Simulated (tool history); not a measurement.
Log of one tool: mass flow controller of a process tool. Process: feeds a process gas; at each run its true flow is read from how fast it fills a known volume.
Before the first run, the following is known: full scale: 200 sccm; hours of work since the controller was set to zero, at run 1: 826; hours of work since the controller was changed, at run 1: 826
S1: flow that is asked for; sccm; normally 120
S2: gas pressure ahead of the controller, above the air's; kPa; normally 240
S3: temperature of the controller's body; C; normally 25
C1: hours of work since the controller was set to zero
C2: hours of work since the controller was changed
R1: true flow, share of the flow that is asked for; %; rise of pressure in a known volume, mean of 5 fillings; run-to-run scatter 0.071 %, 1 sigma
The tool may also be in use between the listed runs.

run      day   S1   S2  S3    C1    C2      R1
  1        0  120  240  25   826   826   99.33
  2    5.396  110  240  25   879   879   99.35
  3    9.533  110  240  25   920   920   99.29
  4   12.071  120  240  25   945   945   99.41
  5   16.696  120  240  25   990   990    99.3
  6   19.775  120  240  25  1021  1021   99.25
  7   23.712  120  256  25  1059  1059    99.3
  8   26.304   24  256  25  1085  1085   99.91
  9    30.85   24  256  25  1130  1130  100.14
 10   34.762   24  256  25  1168  1168  100.23
 11   39.142  120  240  25  1211  1211   99.22
 12   44.279   99  240  25  1262  1262   99.18
 13   48.238  120  240  25  1301  1301   99.01
 14    52.55  120  240  25  1343  1343   99.19
 15   57.262   21  240  25  1390  1390  100.49
 16   61.279   21  240  25  1429  1429  100.56
 17   65.946   21  240  25  1475  1475  100.57
 18   69.283  108  240  25  1508  1508   99.18
 19    73.65  108  240  25  1551  1551   99.03
 20   78.158  108  240  25  1595  1595   99.18
 21    82.55  108  240  25  1639  1639   99.11
 22   85.712  108  240  25  1670  1670   99.14
 23   90.612   22  240  25  1718  1718  100.65
      91.112  -- controller's zero set anew
 24   94.042   22  240  25    29  1751  101.21
 25   98.321   46  263  25    71  1794   99.78
 26  100.533   46  263  25    93  1815   99.76
 27  104.117  120  274  38   128  1851   98.78
 28  109.208  120  161  27   178  1901   98.94
 29  112.083   27  240  28   206  1929  100.74
     114.783  -- controller's zero set anew, once more
 30  117.492  120  159  25    27  1982   98.62
 31  119.983  114  252  25    51  2007    98.6
 32  123.796   31  240  37    89  2044    97.8
 33  126.767   25  171  29   118  2074   97.93
 34  129.029   45  178  29   140  2096   97.96
 35  133.296  110  159  40   182  2138   97.65
 36  137.654   97  140  26   225  2181   98.32
 37  142.983   41  168  39   278  2233   97.69
 38  146.721  120  263  36   314  2270   98.14
 39  149.779  120  263  36   345  2300   98.13
 40  155.183  120  210  22   398  2353   98.57
 41  158.671   22  252  25   432  2388   98.55
 42  163.062   22  252  25   475  2431   98.68
 43  166.529  120  200  33   509  2465   98.16
 44  169.962   26  240  38   543  2499   98.04
 45  172.338   26  240  38   567  2522   98.04
 46      175   26  271  38   593  2548   98.05
 47  179.292   26  271  38   635  2591   98.02
 48  183.242   91  176  25   674  2630   98.17

Selected run-to-run steps in R1, each split into two signed amounts: the part the tool would show with no hidden state at all (from settings, incoming material and random variation), and the remainder, which goes to the hidden state together with any gauge scatter not common to the measured and the hidden-state-free results:
Hidden state present: flow at rest that the sensor doesn't see, % of full scale; true flow over the shown one, %; drift of the gauge itself on true_pct, %.
Run 22 -> 23: S1 108 -> 22. R1 +1.51 %: hidden state +2.01, all else -0.5.
Run 28 -> 29: S1 120 -> 27, S2 161 -> 240, S3 27 -> 28. R1 +1.8 %: hidden state +2.12, all else -0.32.
Run 29 -> 30: S1 27 -> 120, S2 240 -> 159, S3 28 -> 25, controller's zero set anew, once more. R1 -2.12 %: hidden state -2.71, all else +0.59.
